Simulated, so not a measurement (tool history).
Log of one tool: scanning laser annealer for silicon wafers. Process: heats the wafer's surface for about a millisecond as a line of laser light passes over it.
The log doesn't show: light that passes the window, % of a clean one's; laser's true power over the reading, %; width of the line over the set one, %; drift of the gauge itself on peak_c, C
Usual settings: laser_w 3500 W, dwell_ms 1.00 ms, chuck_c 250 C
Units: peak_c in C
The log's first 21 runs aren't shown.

run     day  laser_w  dwell_ms  chuck_c  hours of work since the window was cleaned  hours of work since the power meter was calibrated  hours of work since the optics were aligned  peak_c
 22   6.571     3500      1.00      272                                         452                                                 218                                          743    1049
 23   6.958     3500      1.00      256                                         456                                                 223                                          747    1033
 24   7.279     3689      0.79      268                                         460                                                 226                                          751    1009
 25   7.675     3368      0.84      250                                         464                                                 231                                          755     930
 26   8.050     3010      0.84      250                                         468                                                 235                                          759     842
 27   8.358     3024      1.00      258                                         471                                                 238                                          763     906
 28   8.658     3024      1.00      258                                         475                                                 241                                          766     909
 29   8.854     3429      1.00      278                                         477                                                 244                                          768    1037
 30   9.208     3602      0.83      217                                         481                                                 247                                          772     953
 31   9.450     3602      0.83      217                                         484                                                 250                                          775     953
 32   9.804     3602      0.83      217                                         487                                                 254                                          779     954
 33  10.112     3786      0.83      214                                         491                                                 257                                          782     995
 34  10.354     3012      0.97      262                                         493                                                 260                                          785     896
 35  10.746     3791      1.19      214                                         498                                                 264                                          789    1153
 36  10.979     3791      1.19      214                                         500                                                 267                                          792    1155
 37  11.354     3840      1.11      220                                         505                                                 271                                          796    1140
 38  11.696     3226      1.18      220                                         508                                                 275                                          800     985
 39  12.092     2992      1.21      253                                         513                                                 279                                          804     956
 40  12.392     3517      0.88      234                                         516                                                 283                                          807     970
 41  12.608     3500      1.00      241                                         518                                                 285                                          810    1020

Forecast each of these 3 alternatives for the next run:
  A  12.846     3471      1.14      241                                         521                                                 288                                          812       ?
  B  12.846     3729      0.76      237                                         521                                                 288                                          812       ?
  C  12.846     3706      1.18      221                                         521                                                 288                                          812       ?

run  peak_c
  A    1064
  B     974
  C    1133
Without the tool's hidden state the same runs would have given:
run  peak_c
  A    1065
  B     975
  C    1134
